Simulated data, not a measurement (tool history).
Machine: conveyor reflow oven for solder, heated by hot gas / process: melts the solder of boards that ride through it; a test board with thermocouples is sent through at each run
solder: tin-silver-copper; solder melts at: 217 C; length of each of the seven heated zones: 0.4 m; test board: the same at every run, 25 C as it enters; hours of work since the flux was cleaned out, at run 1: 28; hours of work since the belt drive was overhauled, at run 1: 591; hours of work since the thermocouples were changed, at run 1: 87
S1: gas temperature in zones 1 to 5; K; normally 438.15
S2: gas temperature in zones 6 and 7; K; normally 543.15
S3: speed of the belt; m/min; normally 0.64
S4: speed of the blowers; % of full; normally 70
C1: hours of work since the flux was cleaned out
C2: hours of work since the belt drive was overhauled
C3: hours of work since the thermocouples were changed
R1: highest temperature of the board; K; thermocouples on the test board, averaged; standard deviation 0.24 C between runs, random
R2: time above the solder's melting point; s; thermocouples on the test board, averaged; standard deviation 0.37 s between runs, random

run,hour,S1,S2,S3,S4,C1,C2,C3,R1,R2
1,0,438.15,543.15,0.64,70,28,591,87,524.75,53.8
2,16.4,438.15,543.15,0.64,70,36,600,95,524.75,53.8
3,41.7,435.15,543.15,0.64,70,49,613,108,524.35,52.8
4,68.9,434.15,543.15,0.64,70,63,627,122,523.95,52.3
5,96.6,438.15,543.15,0.64,73,77,641,136,525.75,54.8
6,114.4,438.15,543.15,0.64,73,87,650,146,525.95,54.7
7,139.1,438.15,543.15,0.652,70,99,663,158,523.95,52.3
8,154.3,431.15,543.15,0.64,70,107,671,166,523.85,50
9,170,431.15,543.15,0.64,70,115,679,174,523.45,50.3
10,193.4,438.15,533.15,0.64,70,127,691,186,516.15,46.3
11,218.8,438.15,533.15,0.64,70,140,704,199,515.95,46.3
12,238.4,438.15,533.15,0.64,70,150,714,209,516.05,46.1
# hour 254.3: flux residue cleaned out of gas plates and filters
13,258.8,438.15,548.15,0.64,70,2,722,217,529.95,57.3
14,282.2,438.15,548.15,0.64,70,14,734,229,529.75,57.4
15,315.3,438.15,548.15,0.64,70,31,751,246,529.65,57.3
16,342.3,438.15,548.15,0.64,70,45,765,260,529.25,57
17,368.6,438.15,548.15,0.64,70,59,778,274,529.55,57.2
18,389.9,438.15,548.15,0.64,70,70,789,285,529.85,57.4
19,406.1,432.15,534.15,0.516,66,78,798,293,521.85,64.3
# hour 411.8: belt drive overhauled, speed set with a stopwatch
20,427.5,432.15,534.15,0.516,66,87,8,302,522.55,66
21,442.1,432.15,534.15,0.516,66,95,16,310,522.45,66.1
# hour 465.2: belt drive overhauled, speed set with a stopwatch, once more
22,474.9,438.15,543.15,0.746,75,109,5,324,520.05,40.2
23,508.5,424.15,543.15,0.712,75,127,22,342,518.65,38.3
24,536.6,424.15,543.15,0.712,75,141,37,356,518.75,37.9
25,563.9,441.15,543.15,0.712,75,155,51,370,521.55,45.5
# hour 570.8: flux residue cleaned out of gas plates and filters
26,586.6,438.15,549.15,0.592,62,8,60,379,530.55,61.2
27,615.3,436.15,543.15,0.632,70,23,75,394,524.85,53.4
28,634.8,436.15,543.15,0.632,70,33,85,404,525.45,53.5
29,661,447.15,543.15,0.632,70,46,98,418,526.85,58.3
30,677.8,438.15,534.15,0.572,70,55,107,426,520.55,57.3
31,697.2,431.15,539.15,0.618,65,65,117,436,519.55,47.5

Measured less the same run without the tool's hidden state. The same run-to-run variation is in both; the gauge's scatter may not be:
The tool's hidden condition here consists of: heat that the gas passes to the board, % of a clean oven's; belt's true speed, % of the reading; true gas temperature in zones 6 and 7 over the reading, C; drift of the gauge itself on peak_c, C; drift of the gauge itself on liquid_s, %.
run,R1,R2
1,+0.2,+1.3
2,+0.3,+1.3
3,+0.2,+1.2
4,+0.1,+1.2
5,+0.1,+1.1
6,+0,+1.2
7,+0,+1.1
8,+0,+1
9,-0.1,+1
10,-0.1,+0.8
11,-0.1,+0.8
12,-0.2,+0.8
13,+0.6,+1.7
14,+0.5,+1.7
15,+0.5,+1.7
16,+0.4,+1.6
17,+0.4,+1.6
18,+0.3,+1.7
19,+0.3,+1.9
20,+0.7,+3.7
21,+0.7,+3.6
22,-1,-0.9
23,-1.1,-1.1
24,-1.2,-1.2
25,-1,-1
26,+0.3,+0.3
27,+0.2,+0.2
28,+0.1,+0.2
29,+0.1,+0.2
30,+0.1,+0.2
31,+0,+0.1
